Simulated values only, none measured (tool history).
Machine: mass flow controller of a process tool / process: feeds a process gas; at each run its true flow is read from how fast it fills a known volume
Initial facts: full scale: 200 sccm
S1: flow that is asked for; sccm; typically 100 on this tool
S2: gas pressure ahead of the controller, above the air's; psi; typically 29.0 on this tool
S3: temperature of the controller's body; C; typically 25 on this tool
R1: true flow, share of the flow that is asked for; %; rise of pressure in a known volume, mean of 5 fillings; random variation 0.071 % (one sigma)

Run 1, hour 0.0: usual settings. Result: R1 99.77 %.
Run 2, hour 100.4: usual settings but S3 40 C. Result: R1 101.09 %.
Run 3, hour 246.4: usual settings. Result: R1 99.95 %.
Run 4, hour 393.5: usual settings but S2 28.4 psi. Result: R1 99.89 %.
Run 5, hour 540.6: usual settings but S2 40.0 psi. Result: R1 99.60 %.
Run 6, hour 652.9: usual settings but S1 168 sccm. Result: R1 100.39 %.
Run 7, hour 767.4: usual settings but S1 168 sccm. Result: R1 100.42 %.
Run 8, hour 926.2: usual settings but S1 168 sccm. Result: R1 100.43 %.
Run 9, hour 1075.2: usual settings. Result: R1 100.40 %.
Run 10, hour 1224.6: usual settings. Result: R1 100.40 %.
Run 11, hour 1314.4: usual settings. Result: R1 100.57 %.
Run 12, hour 1390.9: usual settings but S2 21.0 psi. Result: R1 100.97 %.
Run 13, hour 1521.7: usual settings but S2 21.0 psi. Result: R1 101.02 %.
Run 14, hour 1667.7: usual settings. Result: R1 100.93 %.
Run 15, hour 1770.2: usual settings. Result: R1 100.77 %.
Run 16, hour 1925.6: usual settings but S2 31.0 psi. Result: R1 100.84 %.
Run 17, hour 2053.9: usual settings. Result: R1 101.05 %.
Run 18, hour 2214.3: usual settings but S3 35 C. Result: R1 101.93 %.
Run 19, hour 2284.1: usual settings. Result: R1 101.09 %.
Run 20, hour 2407.4: usual settings but S2 29.2 psi. Result: R1 101.21 %.
Run 21, hour 2485.9: usual settings. Result: R1 101.19 %.
Run 22, hour 2611.3: usual settings but S3 21 C. Result: R1 100.98 %.
Run 23, hour 2732.1: usual settings but S1 102 sccm. Result: R1 101.41 %.
Run 24, hour 2858.8: usual settings but S1 102 sccm. Result: R1 101.32 %.
Run 25, hour 2967.9: usual settings but S2 23.6 psi, S3 33 C. Result: R1 102.38 %.
Run 26, hour 3035.8: usual settings but S1 41 sccm, S2 28.6 psi, S3 24 C. Result: R1 101.40 %.
Run 27, hour 3165.6: usual settings but S1 179 sccm, S2 36.4 psi. Result: R1 101.63 %.
Run 28, hour 3241.0: usual settings but S1 179 sccm, S2 36.4 psi. Result: R1 101.62 %.
Run 29, hour 3321.2: usual settings but S1 22 sccm, S2 29.9 psi, S3 40 C. Result: R1 102.67 %.
Run 30, hour 3477.8: usual settings but S1 141 sccm. Result: R1 101.88 %.
Run 31, hour 3572.8: usual settings but S1 184 sccm, S3 26 C. Result: R1 102.14 %.
Run 32, hour 3702.0: usual settings but S1 29 sccm. Result: R1 101.59 %.
Run 33, hour 3840.4: usual settings but S1 29 sccm, S2 29.2 psi, S3 29 C. Result: R1 102.11 %.
Run 34, hour 3913.8: usual settings but S1 29 sccm, S2 29.2 psi, S3 29 C. Result: R1 102.08 %.
Run 35, hour 4017.8: usual settings but S1 34 sccm, S2 29.2 psi, S3 35 C. Result: R1 102.81 %.
Run 36, hour 4178.4: usual settings but S1 47 sccm, S2 23.6 psi, S3 27 C. Result: R1 102.37 %.
Run 37, hour 4338.1: usual settings but S1 45 sccm, S2 39.2 psi. Result: R1 101.80 %.
Run 38, hour 4421.4: usual settings but S1 150 sccm, S2 26.7 psi. Result: R1 102.54 %.
Run 39, hour 4496.8: usual settings but S2 37.6 psi, S3 35 C. Result: R1 102.97 %.
Run 40, hour 4657.3: usual settings but S1 52 sccm, S2 22.2 psi, S3 24 C. Result: R1 102.57 %.
Run 41, hour 4746.9: usual settings but S1 179 sccm. Result: R1 102.77 %.
At hour 4804.9: gauge calibrated.
Run 42, hour 4893.4: usual settings but S1 179 sccm. Result: R1 100.11 %.
Run 43, hour 4968.8: usual settings but S1 40 sccm, S2 23.8 psi. Result: R1 99.92 %.
Run 44, hour 5074.4: usual settings but S1 78 sccm, S2 33.6 psi, S3 29 C. Result: R1 99.95 %.
Run 45, hour 5155.9: usual settings but S1 113 sccm, S2 33.1 psi, S3 33 C. Result: R1 100.44 %.
Run 46, hour 5310.8: usual settings but S1 113 sccm, S2 22.5 psi, S3 28 C. Result: R1 100.62 %.
Run 47, hour 5403.9: usual settings but S1 113 sccm, S2 22.5 psi, S3 28 C. Result: R1 100.54 %.
Run 48, hour 5469.8: usual settings but S1 38 sccm, S2 24.2 psi, S3 29 C. Result: R1 100.45 %.

Results per run with the tool's hidden condition removed, run-to-run variation unchanged:
What the log doesn't record here: flow at rest that the sensor doesn't see, % of full scale; true flow over the shown one, %; drift of the gauge itself on true_pct, %.
run      R1
  1   99.77
  2  101.03
  3   99.80
  4   99.66
  5   99.28
  6  100.00
  7   99.97
  8   99.88
  9   99.77
 10   99.67
 11   99.79
 12  100.14
 13  100.11
 14   99.93
 15   99.71
 16   99.70
 17   99.83
 18  100.60
 19   99.73
 20   99.78
 21   99.71
 22   99.43
 23   99.78
 24   99.62
 25  100.60
 26   99.60
 27   99.74
 28   99.69
 29  100.69
 30   99.81
 31  100.00
 32   99.41
 33   99.84
 34   99.76
 35  100.41
 36   99.88
 37   99.23
 38   99.90
 39  100.27
 40   99.79
 41   99.93
 42  100.06
 43   99.84
 44   99.80
 45  100.24
 46  100.32
 47  100.18
 48  100.08
